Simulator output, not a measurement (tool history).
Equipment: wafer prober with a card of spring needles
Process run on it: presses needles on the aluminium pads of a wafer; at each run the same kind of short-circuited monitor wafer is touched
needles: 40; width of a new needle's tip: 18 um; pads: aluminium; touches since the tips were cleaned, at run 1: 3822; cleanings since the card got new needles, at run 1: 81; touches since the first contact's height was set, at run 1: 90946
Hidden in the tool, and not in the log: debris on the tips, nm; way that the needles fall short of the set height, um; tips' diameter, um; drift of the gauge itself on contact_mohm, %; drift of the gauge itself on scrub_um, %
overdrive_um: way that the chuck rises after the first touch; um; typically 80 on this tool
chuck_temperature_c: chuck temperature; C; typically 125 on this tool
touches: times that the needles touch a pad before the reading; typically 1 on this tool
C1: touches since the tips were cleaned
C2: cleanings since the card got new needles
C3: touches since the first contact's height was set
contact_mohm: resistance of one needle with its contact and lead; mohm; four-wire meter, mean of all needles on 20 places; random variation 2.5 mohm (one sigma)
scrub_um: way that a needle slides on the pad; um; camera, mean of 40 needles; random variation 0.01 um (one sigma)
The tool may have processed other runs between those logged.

run 1 day=0.000 | overdrive_um=80 chuck_temperature_c=125 touches=1 | C1=3822 C2=81 C3=90946 | contact_mohm=288 scrub_um=16.90
-- day=0.279 tips cleaned on abrasive film
-- day=0.567 height of the first contact set anew
-- day=0.846 tips cleaned on abrasive film
-- day=1.538 tips cleaned on abrasive film
-- day=2.092 tips cleaned on abrasive film
-- day=2.646 tips cleaned on abrasive film
run 2 day=3.071 | overdrive_um=80 chuck_temperature_c=125 touches=1 | C1=5719 C2=86 C3=33525 | contact_mohm=289 scrub_um=16.89
-- day=3.212 tips cleaned on abrasive film
-- day=3.767 tips cleaned on abrasive film
-- day=4.321 tips cleaned on abrasive film
-- day=5.008 tips cleaned on abrasive film
run 3 day=5.300 | overdrive_um=80 chuck_temperature_c=125 touches=1 | C1=3897 C2=90 C3=63373 | contact_mohm=290 scrub_um=16.90
-- day=5.579 tips cleaned on abrasive film
-- day=6.133 tips cleaned on abrasive film
-- day=6.825 tips cleaned on abrasive film
-- day=7.517 tips cleaned on abrasive film
-- day=7.942 height of the first contact set anew
-- day=8.221 tips cleaned on abrasive film
-- day=8.812 tips cleaned on abrasive film
run 4 day=8.812 | overdrive_um=80 chuck_temperature_c=125 touches=1 | C1=0 C2=96 C3=11676 | contact_mohm=281 scrub_um=16.90
-- day=9.504 tips cleaned on abrasive film
-- day=10.196 tips cleaned on abrasive film
-- day=10.888 tips cleaned on abrasive film
-- day=11.442 tips cleaned on abrasive film
run 5 day=11.896 | overdrive_um=80 chuck_temperature_c=125 touches=1 | C1=6124 C2=100 C3=53018 | contact_mohm=289 scrub_um=16.87
-- day=12.038 tips cleaned on abrasive film
-- day=12.729 tips cleaned on abrasive film
-- day=13.283 tips cleaned on abrasive film
-- day=13.975 tips cleaned on abrasive film
-- day=14.667 tips cleaned on abrasive film
run 6 day=15.100 | overdrive_um=80 chuck_temperature_c=61 touches=1 | C1=5851 C2=105 C3=95946 | contact_mohm=272 scrub_um=16.86
-- day=15.242 tips cleaned on abrasive film
-- day=15.254 height of the first contact set anew
-- day=15.808 tips cleaned on abrasive film
-- day=16.362 tips cleaned on abrasive film
-- day=16.917 tips cleaned on abrasive film
run 7 day=17.221 | overdrive_um=80 chuck_temperature_c=61 touches=1 | C1=4126 C2=109 C3=26371 | contact_mohm=267 scrub_um=16.90
-- day=17.500 tips cleaned on abrasive film
-- day=18.192 tips cleaned on abrasive film
-- day=18.883 tips cleaned on abrasive film
-- day=19.438 tips cleaned on abrasive film
run 8 day=19.538 | overdrive_um=80 chuck_temperature_c=61 touches=1 | C1=1353 C2=113 C3=57383 | contact_mohm=267 scrub_um=16.85
-- day=20.092 tips cleaned on abrasive film
-- day=20.783 tips cleaned on abrasive film
run 9 day=21.146 | overdrive_um=80 chuck_temperature_c=61 touches=1 | C1=4846 C2=115 C3=78913 | contact_mohm=271 scrub_um=16.87
-- day=21.421 tips cleaned on abrasive film
-- day=21.975 tips cleaned on abrasive film
-- day=22.529 tips cleaned on abrasive film
-- day=22.542 height of the first contact set anew
-- day=23.233 tips cleaned on abrasive film
-- day=23.925 tips cleaned on abrasive film
-- day=24.617 tips cleaned on abrasive film
run 10 day=24.679 | overdrive_um=80 chuck_temperature_c=61 touches=1 | C1=827 C2=121 C3=28632 | contact_mohm=272 scrub_um=16.84
-- day=25.233 tips cleaned on abrasive film
-- day=25.925 tips cleaned on abrasive film
-- day=26.600 tips cleaned on abrasive film
run 11 day=26.600 | overdrive_um=99 chuck_temperature_c=61 touches=1 | C1=0 C2=124 C3=54357 | contact_mohm=265 scrub_um=20.87
-- day=27.292 tips cleaned on abrasive film
-- day=27.846 tips cleaned on abrasive film
-- day=28.400 tips cleaned on abrasive film
-- day=29.062 tips cleaned on abrasive film
run 12 day=29.062 | overdrive_um=80 chuck_temperature_c=110 touches=1 | C1=0 C2=128 C3=87358 | contact_mohm=280 scrub_um=16.84
-- day=29.617 tips cleaned on abrasive film
-- day=29.904 height of the first contact set anew
-- day=30.183 tips cleaned on abrasive film
-- day=30.875 tips cleaned on abrasive film
-- day=31.429 tips cleaned on abrasive film
-- day=32.121 tips cleaned on abrasive film
-- day=32.675 tips cleaned on abrasive film
run 13 day=32.738 | overdrive_um=62 chuck_temperature_c=125 touches=1 | C1=871 C2=134 C3=37946 | contact_mohm=288 scrub_um=13.04
-- day=33.292 tips cleaned on abrasive film
-- day=33.983 tips cleaned on abrasive film
-- day=34.675 tips cleaned on abrasive film
-- day=35.229 tips cleaned on abrasive film
run 14 day=35.238 | overdrive_um=87 chuck_temperature_c=48 touches=2 | C1=100 C2=138 C3=71414 | contact_mohm=267 scrub_um=18.29
-- day=35.792 tips cleaned on abrasive film
-- day=36.346 tips cleaned on abrasive film
-- day=36.900 tips cleaned on abrasive film
-- day=37.325 height of the first contact set anew
-- day=37.604 tips cleaned on abrasive film
-- day=38.154 tips cleaned on abrasive film
-- day=38.754 tips cleaned on abrasive film
run 15 day=38.754 | overdrive_um=87 chuck_temperature_c=119 touches=1 | C1=0 C2=144 C3=19114 | contact_mohm=288 scrub_um=18.30
-- day=39.446 tips cleaned on abrasive film
-- day=40.000 tips cleaned on abrasive film
-- day=40.550 tips cleaned on abrasive film
-- day=41.104 tips cleaned on abrasive film
-- day=41.796 tips cleaned on abrasive film
run 16 day=42.200 | overdrive_um=87 chuck_temperature_c=119 touches=1 | C1=5453 C2=149 C3=65347 | contact_mohm=293 scrub_um=18.28
-- day=42.479 tips cleaned on abrasive film
-- day=43.033 tips cleaned on abrasive film
-- day=43.725 tips cleaned on abrasive film
run 17 day=44.092 | overdrive_um=65 chuck_temperature_c=44 touches=1 | C1=4904 C2=152 C3=90643 | contact_mohm=272 scrub_um=13.66
-- day=44.371 tips cleaned on abrasive film
-- day=44.658 height of the first contact set anew
-- day=44.938 tips cleaned on abrasive film
-- day=45.488 tips cleaned on abrasive film
-- day=46.179 tips cleaned on abrasive film
run 18 day=46.438 | overdrive_um=83 chuck_temperature_c=60 touches=1 | C1=3470 C2=156 C3=23861 | contact_mohm=271 scrub_um=17.44
-- day=46.854 tips cleaned on abrasive film
-- day=47.408 tips cleaned on abrasive film
-- day=48.100 tips cleaned on abrasive film
run 19 day=48.588 | overdrive_um=83 chuck_temperature_c=60 touches=2 | C1=6569 C2=159 C3=52674 | contact_mohm=269 scrub_um=17.42
-- day=48.729 tips cleaned on abrasive film
-- day=49.283 tips cleaned on abrasive film
-- day=49.838 tips cleaned on abrasive film
-- day=50.392 tips cleaned on abrasive film
-- day=51.083 tips cleaned on abrasive film
run 20 day=51.633 | overdrive_um=69 chuck_temperature_c=74 touches=3 | C1=7408 C2=164 C3=93450 | contact_mohm=273 scrub_um=14.49
-- day=51.775 tips cleaned on abrasive film
-- day=52.062 height of the first contact set anew
-- day=52.342 tips cleaned on abrasive film
-- day=53.029 tips cleaned on abrasive film
-- day=53.658 tips cleaned on abrasive film
run 21 day=53.658 | overdrive_um=80 chuck_temperature_c=29 touches=1 | C1=0 C2=168 C3=21388 | contact_mohm=263 scrub_um=16.79
-- day=54.212 tips cleaned on abrasive film
-- day=54.904 tips cleaned on abrasive film
run 22 day=55.158 | overdrive_um=80 chuck_temperature_c=29 touches=1 | C1=3444 C2=170 C3=41515 | contact_mohm=261 scrub_um=16.79
-- day=55.575 tips cleaned on abrasive film
-- day=56.267 tips cleaned on abrasive film
-- day=56.821 tips cleaned on abrasive film
-- day=57.512 tips cleaned on abrasive film
run 23 day=58.025 | overdrive_um=80 chuck_temperature_c=29 touches=1 | C1=6881 C2=174 C3=79908 | contact_mohm=261 scrub_um=16.78
-- day=58.167 tips cleaned on abrasive film
-- day=58.858 tips cleaned on abrasive film
-- day=59.417 height of the first contact set anew
-- day=59.558 tips cleaned on abrasive film
-- day=60.112 tips cleaned on abrasive film
run 24 day=60.250 | overdrive_um=91 chuck_temperature_c=40 touches=1 | C1=1853 C2=178 C3=11122 | contact_mohm=261 scrub_um=19.06
-- day=60.779 tips cleaned on abrasive film
-- day=61.471 tips cleaned on abrasive film
-- day=62.162 tips cleaned on abrasive film
-- day=62.717 tips cleaned on abrasive film
run 25 day=62.738 | overdrive_um=81 chuck_temperature_c=63 touches=1 | C1=274 C2=182 C3=44424 | contact_mohm=269 scrub_um=16.96

3 options for the next run, each taken on its own from the tool as it stands now. Forecast them:
-- day=63.292 tips cleaned on abrasive film
-- day=63.846 tips cleaned on abrasive film
-- day=64.400 tips cleaned on abrasive film
-- day=65.092 tips cleaned on abrasive film
-- day=65.725 tips cleaned on abrasive film
run A day=65.725 | overdrive_um=77 chuck_temperature_c=30 touches=2 | C1=0 C2=187 C3=84421 | contact_mohm=? scrub_um=?
-- day=63.292 tips cleaned on abrasive film
-- day=63.846 tips cleaned on abrasive film
-- day=64.400 tips cleaned on abrasive film
-- day=65.092 tips cleaned on abrasive film
-- day=65.725 tips cleaned on abrasive film
run B day=65.725 | overdrive_um=77 chuck_temperature_c=28 touches=1 | C1=0 C2=187 C3=84421 | contact_mohm=? scrub_um=?
-- day=63.292 tips cleaned on abrasive film
-- day=63.846 tips cleaned on abrasive film
-- day=64.400 tips cleaned on abrasive film
-- day=65.092 tips cleaned on abrasive film
-- day=65.725 tips cleaned on abrasive film
run C day=65.725 | overdrive_um=79 chuck_temperature_c=104 touches=1 | C1=0 C2=187 C3=84421 | contact_mohm=? scrub_um=?

run=A contact_mohm=261 scrub_um=16.13
run=B contact_mohm=257 scrub_um=16.11
run=C contact_mohm=281 scrub_um=16.53
With no hidden state in the tool, these same runs would have given:
run=A contact_mohm=261 scrub_um=16.28
run=B contact_mohm=257 scrub_um=16.27
run=C contact_mohm=281 scrub_um=16.69
